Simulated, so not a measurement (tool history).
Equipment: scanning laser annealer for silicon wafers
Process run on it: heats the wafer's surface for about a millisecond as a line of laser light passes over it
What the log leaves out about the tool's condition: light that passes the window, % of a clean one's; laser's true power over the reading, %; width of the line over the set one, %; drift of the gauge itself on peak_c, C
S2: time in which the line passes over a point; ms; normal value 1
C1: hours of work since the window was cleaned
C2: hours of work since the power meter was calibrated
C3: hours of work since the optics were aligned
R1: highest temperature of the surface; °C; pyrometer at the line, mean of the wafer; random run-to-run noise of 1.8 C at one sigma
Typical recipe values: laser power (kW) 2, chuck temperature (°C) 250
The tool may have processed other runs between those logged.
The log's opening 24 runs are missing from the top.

Run 25, hour 1556.1: usual settings but laser power (kW) 1.859, S2 1.1 ms, chuck temperature (°C) 243; C1 369; C2 2591; C3 302. Result: R1 1006 °C.
Run 26, hour 1624.6: usual settings but S2 0.74 ms, chuck temperature (°C) 233; C1 414; C2 2636; C3 346. Result: R1 891 °C.
Run 27, hour 1693.9: usual settings but laser power (kW) 1.803, S2 1.2 ms, chuck temperature (°C) 229; C1 458; C2 2680; C3 391. Result: R1 1001 °C.
Run 28, hour 1748.8: usual settings but laser power (kW) 1.963, S2 0.94 ms, chuck temperature (°C) 235; C1 494; C2 2716; C3 427. Result: R1 971 °C.
Run 29, hour 1841.2: usual settings but S2 0.79 ms; C1 554; C2 2776; C3 487. Result: R1 925 °C.
Run 30, hour 1908.9: usual settings but laser power (kW) 1.738, S2 1.03 ms, chuck temperature (°C) 289; C1 598; C2 2820; C3 530. Result: R1 958 °C.
At hour 1963.9: window over the wafer cleaned.
Run 31, hour 1988.8: usual settings but laser power (kW) 1.738, S2 1.03 ms, chuck temperature (°C) 289; C1 16; C2 2870; C3 581. Result: R1 986 °C.
Run 32, hour 2073.9: usual settings but chuck temperature (°C) 229; C1 71; C2 2925; C3 636. Result: R1 1033 °C.
Run 33, hour 2126.5: usual settings but laser power (kW) 1.86; C1 105; C2 2959; C3 670. Result: R1 984 °C.
Run 34, hour 2205: usual settings but laser power (kW) 1.86; C1 156; C2 3010; C3 721. Result: R1 982 °C.
Run 35, hour 2250.4: usual settings but laser power (kW) 2.012, chuck temperature (°C) 290; C1 186; C2 3040; C3 750. Result: R1 1095 °C.
Run 36, hour 2306: usual settings but laser power (kW) 2.009, S2 0.94 ms, chuck temperature (°C) 287; C1 222; C2 3076; C3 786. Result: R1 1058 °C.
Run 37, hour 2365.9: usual settings but laser power (kW) 2.009, S2 0.94 ms, chuck temperature (°C) 287; C1 260; C2 3114; C3 825. Result: R1 1057 °C.
Run 38, hour 2413.8: usual settings but laser power (kW) 2.009, S2 0.94 ms, chuck temperature (°C) 287; C1 291; C2 3146; C3 856. Result: R1 1050 °C.
Run 39, hour 2455.4: usual settings but laser power (kW) 2.009, S2 1.1 ms, chuck temperature (°C) 270; C1 318; C2 3172; C3 883. Result: R1 1107 °C.
Run 40, hour 2535.6: usual settings but laser power (kW) 2.044, S2 1.07 ms, chuck temperature (°C) 236; C1 370; C2 3224; C3 935. Result: R1 1078 °C.

Branching from run 40: 5 alternative next runs. What would each branch give?
Run A, hour 2581.8: usual settings but laser power (kW) 2.035, S2 0.83 ms, chuck temperature (°C) 274; C1 400; C2 3254; C3 965. Result: R1 ?.
Run B, hour 2581.8: usual settings but laser power (kW) 2.173, S2 0.75 ms; C1 400; C2 3254; C3 965. Result: R1 ?.
Run C, hour 2581.8: usual settings but laser power (kW) 2.044, S2 0.82 ms, chuck temperature (°C) 230; C1 400; C2 3254; C3 965. Result: R1 ?.
Run D, hour 2581.8: usual settings; C1 400; C2 3254; C3 965. Result: R1 ?.
Run E, hour 2581.8: usual settings but laser power (kW) 1.932, S2 0.97 ms, chuck temperature (°C) 236; C1 400; C2 3254; C3 965. Result: R1 ?.

run    R1
  A   991
  B   981
  C   948
  D  1036
  E   978
The same runs, with their run-to-run variation unchanged, on a tool lacking any hidden condition would have given:
run    R1
  A  1009
  B   999
  C   966
  D  1055
  E   996
